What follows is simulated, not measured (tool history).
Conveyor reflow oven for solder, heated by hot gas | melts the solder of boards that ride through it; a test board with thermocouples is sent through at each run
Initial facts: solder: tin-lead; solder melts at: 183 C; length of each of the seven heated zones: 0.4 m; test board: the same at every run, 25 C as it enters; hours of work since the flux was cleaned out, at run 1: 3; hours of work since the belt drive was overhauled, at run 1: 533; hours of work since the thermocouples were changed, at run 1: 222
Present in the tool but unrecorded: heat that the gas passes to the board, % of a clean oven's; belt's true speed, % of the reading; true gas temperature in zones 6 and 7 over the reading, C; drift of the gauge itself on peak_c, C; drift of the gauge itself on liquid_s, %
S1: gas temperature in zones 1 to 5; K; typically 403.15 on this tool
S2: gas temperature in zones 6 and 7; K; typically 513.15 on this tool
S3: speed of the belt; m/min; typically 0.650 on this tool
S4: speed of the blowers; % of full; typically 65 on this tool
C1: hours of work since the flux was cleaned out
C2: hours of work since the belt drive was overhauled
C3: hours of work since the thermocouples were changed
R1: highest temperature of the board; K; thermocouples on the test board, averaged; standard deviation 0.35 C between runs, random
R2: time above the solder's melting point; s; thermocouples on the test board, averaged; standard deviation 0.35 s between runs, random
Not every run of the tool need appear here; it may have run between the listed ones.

run   hour      S1      S2     S3  S4   C1   C2   C3      R1    R2
  1    0.0  403.15  513.15  0.650  65    3  533  222  485.95  48.7
  2   13.7  403.15  513.15  0.650  65   13  543  231  485.95  48.5
  3   26.5  403.15  513.15  0.650  65   22  552  240  486.55  47.9
  4   46.0  403.15  513.15  0.650  65   36  566  254  485.65  47.8
  5   66.5  403.15  513.15  0.650  65   51  581  269  486.65  48.4
  6   82.2  403.15  513.15  0.650  65   62  592  280  486.05  48.0
  7  102.9  403.15  513.15  0.650  65   77  607  295  485.85  48.3
  8  124.1  403.15  513.15  0.650  65   92  622  310  484.85  48.2
  9  140.9  403.15  525.15  0.650  65  104  634  322  495.15  55.9
 10  151.5  416.15  514.15  0.761  80  111  641  330  488.15  46.5
 11  171.5  408.15  514.15  0.761  59  126  656  344  477.35  34.3
 12  192.5  415.15  511.15  0.674  78  141  671  359  489.15  53.7
 13  211.4  412.15  517.15  0.649  61  154  684  372  489.35  53.2
 14  229.2  400.15  513.15  0.650  65  167  697  385  484.05  45.8
 15  244.5  407.15  513.15  0.650  66  178  708  396  486.35  49.9
 16  259.3  403.15  525.15  0.578  75  188  718  407  503.55  69.0
 17  268.5  403.15  525.15  0.578  75  195  725  413  502.85  68.7

Forecast run 18:
 18  288.6  403.15  525.15  0.578  75  209  739  427   ?   ?

Run 18 yielded R1 502.55 K, R2 68.7 s.
With the hidden condition absent and the run-to-run variation left alone, this run would have shown R1 504.55 K, R2 68.7 s.

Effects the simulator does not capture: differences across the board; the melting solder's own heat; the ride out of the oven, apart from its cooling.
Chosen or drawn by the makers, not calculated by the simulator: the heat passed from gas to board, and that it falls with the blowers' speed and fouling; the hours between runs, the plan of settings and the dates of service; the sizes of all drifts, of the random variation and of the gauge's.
